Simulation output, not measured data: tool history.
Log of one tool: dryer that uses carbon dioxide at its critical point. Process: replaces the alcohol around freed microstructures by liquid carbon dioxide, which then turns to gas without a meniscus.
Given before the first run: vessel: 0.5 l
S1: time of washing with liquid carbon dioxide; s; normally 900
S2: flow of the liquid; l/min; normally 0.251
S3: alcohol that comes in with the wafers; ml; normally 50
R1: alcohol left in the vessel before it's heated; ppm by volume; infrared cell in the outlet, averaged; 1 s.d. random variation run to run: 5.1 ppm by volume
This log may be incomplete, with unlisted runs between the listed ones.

run	hour	S1	S2	S3	R1
1	0	900	0.251	50	167
2	7.5	900	0.251	50	166
3	13.7	900	0.251	50	171
4	19.9	900	0.251	50	172
5	24.9	900	0.251	50	176
6	32.7	900	0.251	50	187
7	38.3	900	0.251	50	179
8	44.2	900	0.251	50	200
9	52.6	900	0.298	50	77
10	58.2	900	0.298	50	84
11	66.5	900	0.298	50	82
12	77.7	900	0.298	50	84
13	88	900	0.298	50	98
14	94	900	0.298	50	90
15	99.7	900	0.298	50	89
16	110.5	900	0.251	50	219
17	115.5	900	0.251	50	224
# hour 125.5: inlet filter changed
18	125.8	900	0.251	50	127
19	131.7	900	0.251	50	121
20	136.9	900	0.251	57	144
21	146.7	900	0.251	57	149
22	152.3	900	0.251	57	136
23	157.7	900	0.18	57	780
24	168	840	0.18	57	1108
25	176	840	0.23	69	391
26	186.4	900	0.215	108	597
27	194.1	1140	0.336	69	42
28	200.4	1140	0.336	69	43
29	208.4	1140	0.336	69	50
30	214.8	960	0.25	23	79
31	219.6	960	0.25	23	80

Forecast run 32:
32	225.2	900	0.271	37	?

R1: 90 ppm by volume
With no hidden state in the tool, this same run would have given R1 34 ppm by volume.
